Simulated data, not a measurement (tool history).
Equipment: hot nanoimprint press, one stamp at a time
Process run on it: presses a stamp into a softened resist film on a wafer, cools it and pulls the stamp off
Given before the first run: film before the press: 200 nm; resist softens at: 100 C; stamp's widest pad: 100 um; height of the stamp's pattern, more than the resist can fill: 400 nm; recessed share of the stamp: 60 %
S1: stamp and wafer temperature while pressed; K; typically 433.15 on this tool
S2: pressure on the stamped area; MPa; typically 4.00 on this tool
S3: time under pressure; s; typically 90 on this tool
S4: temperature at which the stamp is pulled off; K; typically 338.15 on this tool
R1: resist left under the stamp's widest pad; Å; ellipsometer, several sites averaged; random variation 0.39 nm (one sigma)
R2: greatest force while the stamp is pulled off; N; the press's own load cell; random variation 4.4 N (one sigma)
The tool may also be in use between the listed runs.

run 1 day=0.000 | S1=433.15 S2=4.00 S3=90 S4=338.15 | R1=832 R2=264
run 2 day=1.092 | S1=433.15 S2=4.00 S3=90 S4=338.15 | R1=831 R2=265
run 3 day=2.096 | S1=423.15 S2=4.00 S3=90 S4=338.15 | R1=1230 R2=283
run 4 day=2.854 | S1=433.15 S2=4.00 S3=90 S4=336.15 | R1=829 R2=296
run 5 day=3.617 | S1=433.15 S2=4.00 S3=90 S4=336.15 | R1=832 R2=283
-- day=5.388 stamp cleaned and given a new release coat
run 6 day=5.388 | S1=433.15 S2=4.00 S3=90 S4=336.15 | R1=817 R2=218
-- day=5.612 plate thermocouple calibrated
run 7 day=6.996 | S1=433.15 S2=4.00 S3=90 S4=336.15 | R1=865 R2=227
run 8 day=7.750 | S1=433.15 S2=4.00 S3=90 S4=338.15 | R1=859 R2=222
run 9 day=9.158 | S1=433.15 S2=3.98 S3=90 S4=338.15 | R1=856 R2=228
run 10 day=10.142 | S1=433.15 S2=4.00 S3=86 S4=338.15 | R1=865 R2=238
run 11 day=10.917 | S1=433.15 S2=2.50 S3=90 S4=338.15 | R1=1025 R2=224
run 12 day=12.225 | S1=433.15 S2=4.00 S3=90 S4=338.15 | R1=848 R2=240
run 13 day=13.142 | S1=433.15 S2=4.00 S3=90 S4=338.15 | R1=847 R2=236
run 14 day=14.496 | S1=433.15 S2=4.00 S3=93 S4=344.15 | R1=837 R2=233
run 15 day=15.717 | S1=433.15 S2=5.10 S3=56 S4=338.15 | R1=923 R2=249
run 16 day=17.354 | S1=439.15 S2=4.00 S3=90 S4=344.15 | R1=664 R2=239
run 17 day=18.900 | S1=433.15 S2=3.05 S3=90 S4=338.15 | R1=931 R2=262
run 18 day=19.904 | S1=433.15 S2=3.05 S3=90 S4=338.15 | R1=932 R2=277
run 19 day=21.775 | S1=437.15 S2=5.17 S3=54 S4=342.15 | R1=787 R2=266
run 20 day=22.746 | S1=443.15 S2=5.63 S3=54 S4=326.15 | R1=598 R2=316
-- day=23.158 press's hydraulic seals changed and the load cell set to zero
-- day=24.321 stamp cleaned and given a new release coat
run 21 day=24.871 | S1=443.15 S2=5.63 S3=54 S4=326.15 | R1=573 R2=246
-- day=26.721 plate thermocouple calibrated
run 22 day=26.721 | S1=428.15 S2=4.31 S3=79 S4=332.15 | R1=1078 R2=235
run 23 day=28.408 | S1=440.15 S2=4.83 S3=53 S4=344.15 | R1=740 R2=217

The same runs without the tool's hidden state, with the same run-to-run variation:
Hidden state present: true temperature over the reading, C; pressure that arrives at the usual setting, %; grip of the stamp's worn release coat, % over a new coat's; drift of the gauge itself on residual_nm, %; drift of the gauge itself on pull_off_n, %.
run=1 R1=848 R2=211
run=2 R1=849 R2=209
run=3 R1=1261 R2=219
run=4 R1=852 R2=227
run=5 R1=856 R2=214
run=6 R1=843 R2=221
run=7 R1=853 R2=221
run=8 R1=848 R2=214
run=9 R1=848 R2=214
run=10 R1=859 R2=219
run=11 R1=1027 R2=203
run=12 R1=845 R2=213
run=13 R1=847 R2=207
run=14 R1=840 R2=200
run=15 R1=922 R2=209
run=16 R1=669 R2=195
run=17 R1=948 R2=209
run=18 R1=952 R2=218
run=19 R1=795 R2=203
run=20 R1=601 R2=237
run=21 R1=602 R2=247
run=22 R1=1068 R2=224
run=23 R1=736 R2=201

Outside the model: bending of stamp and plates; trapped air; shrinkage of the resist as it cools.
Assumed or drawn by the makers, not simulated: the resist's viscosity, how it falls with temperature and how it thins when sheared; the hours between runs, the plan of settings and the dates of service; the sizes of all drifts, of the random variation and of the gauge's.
